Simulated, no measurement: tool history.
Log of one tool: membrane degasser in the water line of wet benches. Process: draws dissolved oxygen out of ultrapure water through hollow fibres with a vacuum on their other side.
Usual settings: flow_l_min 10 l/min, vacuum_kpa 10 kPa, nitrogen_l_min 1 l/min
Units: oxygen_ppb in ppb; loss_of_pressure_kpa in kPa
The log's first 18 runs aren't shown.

run    hour  flow_l_min  vacuum_kpa  nitrogen_l_min  oxygen_ppb  loss_of_pressure_kpa
 19  2341.3          14        11.5            0.86       508.5                 64.14
 20    2513           7        14.5            0.86       249.2                 32.24
 21  2610.7           7        14.5            0.86       248.4                 32.36
 22  2731.6           9        14.8            2.13       189.2                 41.45
 23  2872.3           8         6.1            2.27        72.3                 36.71
 24  3026.7          10        22.4            0.88       574.3                 45.88
 25  3202.3          10        22.4            0.88         579                 46.18
 26  3328.3          10        15.9            2.75       208.6                 46.17
 27  3414.6          10        15.9            0.41       726.1                 46.05
 28  3519.1          10        15.9            0.41       731.6                 46.22
 29  3666.4          10        15.9            0.41       726.6                 46.12
 30  3830.9           7        15.9             2.9       109.9                 32.36
       3841  -- vacuum gauge calibrated
 31    3933           8           9               1       158.7                 36.77
 32  4110.1           9        15.1            0.99       322.2                 41.35
 33  4278.9           9        19.3            2.98       190.9                  41.5

3 ways to go on from here, each from the tool as it stands after run 33. What would each give?
  A  4446.3           8        19.3            1.25           ?                     ?
  B  4446.3           8          10               1           ?                     ?
  C  4446.3           7        15.9            1.47           ?                     ?

run  oxygen_ppb  loss_of_pressure_kpa
  A         302                    37
  B       181.5                 36.57
  C       180.9                 32.31
Without the tool's hidden state the same runs would have given:
run  oxygen_ppb  loss_of_pressure_kpa
  A       286.4                 36.08
  B       170.7                 35.64
  C         170                  31.5

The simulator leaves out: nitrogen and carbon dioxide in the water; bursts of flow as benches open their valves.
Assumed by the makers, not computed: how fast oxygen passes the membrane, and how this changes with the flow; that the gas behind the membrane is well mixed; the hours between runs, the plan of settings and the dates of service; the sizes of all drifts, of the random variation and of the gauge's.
